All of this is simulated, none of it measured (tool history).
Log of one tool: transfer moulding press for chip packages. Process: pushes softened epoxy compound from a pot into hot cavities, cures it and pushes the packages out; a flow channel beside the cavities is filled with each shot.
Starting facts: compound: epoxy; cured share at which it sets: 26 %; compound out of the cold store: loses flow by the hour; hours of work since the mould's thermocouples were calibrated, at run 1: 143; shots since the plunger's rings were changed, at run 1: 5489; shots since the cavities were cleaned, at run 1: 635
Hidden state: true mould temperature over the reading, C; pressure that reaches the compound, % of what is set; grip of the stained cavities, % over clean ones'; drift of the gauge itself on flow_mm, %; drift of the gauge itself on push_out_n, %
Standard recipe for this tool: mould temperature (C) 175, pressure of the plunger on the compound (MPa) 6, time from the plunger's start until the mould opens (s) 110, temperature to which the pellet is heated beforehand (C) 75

run	hour	mould temperature (C)	pressure of the plunger on the compound (MPa)	time from the plunger's start until the mould opens (s)	temperature to which the pellet is heated beforehand (C)	hours of work since the mould's thermocouples were calibrated	shots since the plunger's rings were changed	shots since the cavities were cleaned	incoming compound's hours out of the cold store	length that the compound runs in the flow channel (mm)	greatest force on the pins that push the packages out (N)
1	0	175	6	110	75	143	5489	635	13.9	951	912
# hour 5.9: cavities cleaned with cleaning compound and waxed
2	11	175	6	110	74	148	5575	46	21.6	909	534
3	18.5	175	6	110	74	152	5644	115	21.6	896	564
4	31.3	175	6	91	74	158	5760	231	18.6	936	953
5	41.9	175	6	91	74	163	5857	328	26.6	864	1035
6	53.9	175	6	91	74	169	5966	437	35.1	837	1077
# hour 58.6: plunger's sealing rings changed
7	67	175	6	110	68	175	76	533	9.1	1043	887
8	72.8	175	6.19	110	75	178	129	586	47.3	840	804
9	78.7	168	6.19	110	75	181	182	639	33.2	933	1359
# hour 84.4: cavities cleaned with cleaning compound and waxed
10	91.1	175	6	110	72	186	282	61	34.8	885	531
11	97.9	175	6	110	72	190	344	123	27	933	583
12	105.6	175	6	110	72	194	414	193	33.9	894	629
13	111.5	175	6.56	110	72	196	467	246	31	953	706
14	119.6	175	6	110	66	201	541	320	26.7	937	771
15	126.8	175	6	110	66	204	607	386	30.5	913	796
16	139.7	175	6	110	66	211	724	503	43.5	844	838
17	152.8	175	6	110	66	217	843	622	14.7	998	892
# hour 160.4: cavities cleaned with cleaning compound and waxed
18	162.2	172	6.54	140	81	221	915	17	25.8	990	447
19	169.5	180	6.54	137	81	225	981	83	22.6	970	475
20	177.9	180	6.54	137	81	229	1057	159	38.7	895	542
21	189.2	180	6.54	137	81	235	1160	262	45.4	866	562
22	198.5	180	6.54	137	81	240	1245	347	40.9	882	610
23	205.5	181	6	137	81	243	1309	411	46.7	816	661
24	217	181	6	137	81	249	1413	515	13.9	974	683
25	227.8	175	7.36	110	78	254	1511	613	26.7	1027	869
# hour 236.2: cavities cleaned with cleaning compound and waxed
26	240.8	175	7.36	110	78	260	1616	42	11.1	1119	521
27	252.3	171	4.96	108	80	266	1720	146	47.8	761	719
28	265.7	182	4.96	108	74	273	1842	268	12.3	884	591
29	273.9	182	4.96	120	72	277	1917	343	44.8	729	622

Forecast each of these 3 alternatives for the next run:
A	280.9	175	6	132	75	280	1980	406	42.5	?	?
B	280.9	182	4.96	120	72	280	1980	406	12.5	?	?
C	280.9	176	6	110	75	280	1980	406	14.1	?	?

run	length that the compound runs in the flow channel (mm)	greatest force on the pins that push the packages out (N)
A	837	672
B	893	683
C	960	739
Without the tool's hidden state the same runs would have given:
run	length that the compound runs in the flow channel (mm)	greatest force on the pins that push the packages out (N)
A	861	421
B	919	426
C	988	471
